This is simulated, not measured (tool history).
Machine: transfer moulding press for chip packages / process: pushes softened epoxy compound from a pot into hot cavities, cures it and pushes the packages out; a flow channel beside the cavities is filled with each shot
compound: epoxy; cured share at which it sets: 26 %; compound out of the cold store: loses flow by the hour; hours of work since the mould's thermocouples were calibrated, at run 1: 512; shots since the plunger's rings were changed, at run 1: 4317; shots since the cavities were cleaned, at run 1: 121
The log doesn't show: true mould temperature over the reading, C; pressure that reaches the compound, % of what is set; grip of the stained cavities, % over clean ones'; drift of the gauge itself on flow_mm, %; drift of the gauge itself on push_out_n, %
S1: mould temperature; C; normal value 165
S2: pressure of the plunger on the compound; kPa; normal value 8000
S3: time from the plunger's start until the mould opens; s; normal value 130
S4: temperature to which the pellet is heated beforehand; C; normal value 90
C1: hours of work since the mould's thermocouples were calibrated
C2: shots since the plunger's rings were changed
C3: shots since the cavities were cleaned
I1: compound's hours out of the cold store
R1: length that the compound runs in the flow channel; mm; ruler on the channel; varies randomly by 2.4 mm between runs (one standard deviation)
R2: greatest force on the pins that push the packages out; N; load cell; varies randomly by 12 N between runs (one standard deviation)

run,hour,S1,S2,S3,S4,C1,C2,C3,I1,R1,R2
1,0.0,165,8000,130,90,512,4317,121,13.6,611,707
2,12.2,165,8000,130,90,520,4429,233,26.8,557,744
3,32.3,160,8000,130,90,533,4612,416,21.8,596,1272
4,48.0,165,8000,130,90,543,4756,560,28.2,551,907
# hour 69.3: cavities cleaned with cleaning compound and waxed
5,69.4,165,8000,130,90,555,4938,1,41.1,504,566
6,80.0,165,8000,130,90,562,5035,98,29.1,547,671
7,92.4,165,8000,130,90,570,5149,212,37.3,517,730
8,106.3,165,8000,130,90,579,5276,339,28.6,546,817
9,124.0,165,8000,130,90,590,5438,501,43.4,492,894
10,138.3,165,8000,130,80,599,5569,632,35.8,517,958
# hour 151.4: cavities cleaned with cleaning compound and waxed
11,155.9,165,8000,130,80,609,5716,41,40.0,507,609
12,172.9,165,8000,130,80,620,5871,196,39.5,502,728
13,193.8,165,8000,130,80,634,6063,388,19.3,584,898
14,212.4,165,8000,130,80,645,6233,558,40.4,495,898
15,225.2,164,8000,130,80,654,6349,674,9.9,625,1070
# hour 232.8: cavities cleaned with cleaning compound and waxed
16,241.1,164,8000,130,80,663,6481,76,20.2,573,719
17,253.9,164,8000,130,99,671,6599,194,9.8,615,783
18,265.0,164,8000,130,99,678,6700,295,41.9,490,818
# hour 277.5: plunger's sealing rings changed
19,283.8,166,8000,155,90,688,58,444,32.5,557,688
20,307.2,159,9120,130,90,703,272,658,35.3,606,1441
# hour 317.0: cavities cleaned with cleaning compound and waxed
21,320.8,159,9120,130,90,711,383,35,33.7,617,948
22,335.2,161,9410,130,90,720,514,166,36.3,604,903
23,352.5,160,8000,130,90,731,673,325,33.3,569,1179
# hour 358.7: mould's thermocouples calibrated
24,375.5,165,8570,130,81,11,865,517,39.1,552,876
25,391.5,165,8000,134,90,21,1011,663,14.5,629,931
# hour 401.5: cavities cleaned with cleaning compound and waxed
26,416.4,168,8000,138,90,36,1225,137,22.8,581,595
27,434.7,168,8000,138,90,47,1393,305,12.8,625,676
28,458.5,168,8000,130,90,63,1610,522,28.4,556,758

Alternative continuations, all from the tool just after run 28; predict every row:
A,477.7,165,6170,130,90,75,1785,697,39.8,?,?
B,477.7,164,8000,142,84,75,1785,697,32.0,?,?
C,477.7,165,8000,150,90,75,1785,697,19.1,?,?
D,477.7,165,8000,130,87,75,1785,697,41.1,?,?
E,477.7,165,7570,130,90,75,1785,697,10.2,?,?

run,R1,R2
A,461,933
B,556,862
C,607,808
D,519,887
E,626,965
With no hidden state in the tool, these same runs would have given:
run,R1,R2
A,470,536
B,567,494
C,619,467
D,529,508
E,639,551
